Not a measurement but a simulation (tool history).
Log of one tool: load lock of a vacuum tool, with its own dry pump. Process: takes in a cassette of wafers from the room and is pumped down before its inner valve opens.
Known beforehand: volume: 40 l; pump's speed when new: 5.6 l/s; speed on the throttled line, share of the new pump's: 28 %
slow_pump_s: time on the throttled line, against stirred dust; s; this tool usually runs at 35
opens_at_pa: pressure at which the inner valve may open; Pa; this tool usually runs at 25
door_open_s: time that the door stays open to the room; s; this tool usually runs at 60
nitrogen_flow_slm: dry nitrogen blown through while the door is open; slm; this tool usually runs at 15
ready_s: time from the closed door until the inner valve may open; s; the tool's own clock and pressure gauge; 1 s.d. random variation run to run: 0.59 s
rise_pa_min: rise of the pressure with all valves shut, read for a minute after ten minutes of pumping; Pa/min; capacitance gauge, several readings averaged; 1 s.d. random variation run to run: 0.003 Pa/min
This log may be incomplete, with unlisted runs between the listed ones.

run    hour  slow_pump_s  opens_at_pa  door_open_s  nitrogen_flow_slm  incoming humidity of the room's air, %  ready_s  rise_pa_min
  1       0           35           25           60                 15                                    48.8     98.7        0.044
  2   285.6           35           25           60                 15                                    49.4     97.6        0.054
  3   706.5           51           25           60                 15                                    43.7    108.2        0.051
  4    1172           51           25           60                 15                                    45.5    109.2        0.057
  5    1385           52           25           60                 15                                    43.1    110.4        0.052
  6  1769.1           52           25           60                 15                                    43.7      110        0.054

Run 7 has not been measured yet. What should we expect?
     1972.9  -- dry pump taken out, an overhauled one fitted
  7  2175.3           29           33          108                 26                                    43.3        ?            ?

ready_s: 77.6 s
rise_pa_min: 0.062 Pa/min
If the tool had no hidden condition, the same run with the same run-to-run variation would have returned ready_s 77.6 s, rise_pa_min 0.024 Pa/min.
